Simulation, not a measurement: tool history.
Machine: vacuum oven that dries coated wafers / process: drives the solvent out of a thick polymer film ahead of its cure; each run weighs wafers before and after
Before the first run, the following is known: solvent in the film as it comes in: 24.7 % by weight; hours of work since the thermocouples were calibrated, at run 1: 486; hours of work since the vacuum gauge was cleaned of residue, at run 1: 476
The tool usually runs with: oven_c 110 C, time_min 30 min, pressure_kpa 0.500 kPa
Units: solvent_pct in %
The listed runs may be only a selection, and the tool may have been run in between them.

| run | hour | oven_c | time_min | pressure_kpa | hours of work since the thermocouples were calibrated | hours of work since the vacuum gauge was cleaned of residue | solvent_pct |
|---|---|---|---|---|---|---|---|
| 1 | 0.0 | 110 | 30 | 0.500 | 486 | 476 | 3.12 |
| 2 | 11.4 | 110 | 19 | 0.500 | 495 | 484 | 6.09 |
| 3 | 19.4 | 110 | 30 | 1.353 | 501 | 490 | 3.77 |
| 4 | 30.2 | 110 | 30 | 1.353 | 509 | 498 | 3.91 |
| 5 | 45.3 | 110 | 30 | 1.353 | 520 | 509 | 3.81 |
| 6 | 52.8 | 105 | 30 | 0.500 | 525 | 515 | 4.66 |
| 7 | 62.6 | 105 | 26 | 0.500 | 533 | 522 | 5.61 |
| 8 | 74.1 | 105 | 26 | 0.490 | 541 | 531 | 5.58 |
| 9 | 86.8 | 105 | 26 | 0.490 | 551 | 540 | 5.72 |
| 10 | 97.2 | 110 | 30 | 0.356 | 558 | 548 | 3.19 |
| 11 | 107.1 | 110 | 30 | 0.356 | 566 | 555 | 3.10 |
| 12 | 115.9 | 110 | 30 | 0.356 | 572 | 562 | 3.09 |
| 13 | 124.7 | 110 | 30 | 0.629 | 579 | 568 | 3.34 |
| 14 | 138.8 | 110 | 29 | 0.629 | 589 | 579 | 3.52 |
| 15 | 149.9 | 110 | 29 | 0.629 | 597 | 587 | 3.55 |
| 16 | 157.3 | 110 | 29 | 0.629 | 603 | 592 | 3.62 |
| 17 | 172.3 | 110 | 30 | 0.500 | 614 | 603 | 3.29 |
| 18 | 181.4 | 110 | 30 | 0.500 | 621 | 610 | 3.33 |
| 19 | 190.0 | 110 | 30 | 0.500 | 627 | 617 | 3.37 |
| 20 | 205.2 | 110 | 30 | 0.500 | 638 | 628 | 3.33 |
| 21 | 218.6 | 108 | 30 | 0.500 | 648 | 638 | 3.75 |
| 22 | 228.6 | 108 | 30 | 0.297 | 656 | 645 | 3.69 |
| 23 | 238.7 | 110 | 30 | 0.500 | 663 | 653 | 3.30 |
| 24 | 249.8 | 110 | 30 | 0.500 | 671 | 661 | 3.35 |
| 25 | 261.2 | 107 | 30 | 0.420 | 680 | 669 | 4.16 |
| 26 | 275.7 | 98 | 19 | 0.313 | 691 | 680 | 10.04 |
| 27 | 287.2 | 108 | 30 | 1.335 | 699 | 689 | 4.59 |
| 28 | 295.6 | 108 | 30 | 1.335 | 705 | 695 | 4.64 |
| 29 | 302.1 | 110 | 42 | 0.500 | 710 | 700 | 1.85 |
| 30 | 312.1 | 110 | 42 | 0.500 | 718 | 707 | 1.85 |
| 31 | 324.6 | 116 | 30 | 0.500 | 727 | 716 | 2.08 |
| 32 | 332.4 | 108 | 45 | 0.939 | 733 | 722 | 2.43 |
| 33 | 339.4 | 110 | 30 | 1.842 | 738 | 727 | 4.56 |
| 34 | 352.0 | 108 | 22 | 0.325 | 747 | 737 | 5.88 |
| 35 | 363.4 | 108 | 22 | 0.325 | 756 | 745 | 5.86 |
| 36 | 373.1 | 112 | 27 | 0.351 | 763 | 752 | 3.33 |
| 37 | 380.6 | 123 | 32 | 0.907 | 768 | 758 | 1.12 |
| 38 | 394.8 | 110 | 30 | 0.585 | 779 | 769 | 3.37 |
| 39 | 408.9 | 110 | 27 | 0.378 | 789 | 779 | 3.88 |
| 40 | 423.5 | 109 | 30 | 0.689 | 800 | 790 | 3.89 |
| 41 | 437.9 | 109 | 30 | 0.689 | 811 | 800 | 3.86 |
| 42 | 448.1 | 95 | 24 | 0.287 | 819 | 808 | 9.92 |
| 43 | 459.6 | 95 | 38 | 1.610 | 827 | 817 | 8.09 |
| 44 | 468.5 | 95 | 38 | 1.610 | 834 | 823 | 8.17 |
| 45 | 477.1 | 110 | 17 | 0.376 | 840 | 830 | 7.17 |
| 46 | 483.8 | 110 | 17 | 0.376 | 845 | 835 | 7.07 |
| 47 | 493.2 | 124 | 36 | 0.500 | 852 | 841 | 0.57 |

Consider 4 possible next runs. They are alternatives, not a sequence: every one starts from the tool as it was left by run 47. What does each give?
| A | 504.0 | 124 | 36 | 0.537 | 860 | 850 | ? |
| B | 504.0 | 116 | 36 | 0.500 | 860 | 850 | ? |
| C | 504.0 | 118 | 36 | 0.500 | 860 | 850 | ? |
| D | 504.0 | 110 | 30 | 0.992 | 860 | 850 | ? |

| run | solvent_pct |
|---|---|
| A | 0.81 |
| B | 1.44 |
| C | 1.17 |
| D | 3.79 |
With the hidden condition removed and each run's random variation left untouched, the same runs would have given:
| run | solvent_pct |
|---|---|
| A | 0.63 |
| B | 1.09 |
| C | 0.88 |
| D | 3.20 |

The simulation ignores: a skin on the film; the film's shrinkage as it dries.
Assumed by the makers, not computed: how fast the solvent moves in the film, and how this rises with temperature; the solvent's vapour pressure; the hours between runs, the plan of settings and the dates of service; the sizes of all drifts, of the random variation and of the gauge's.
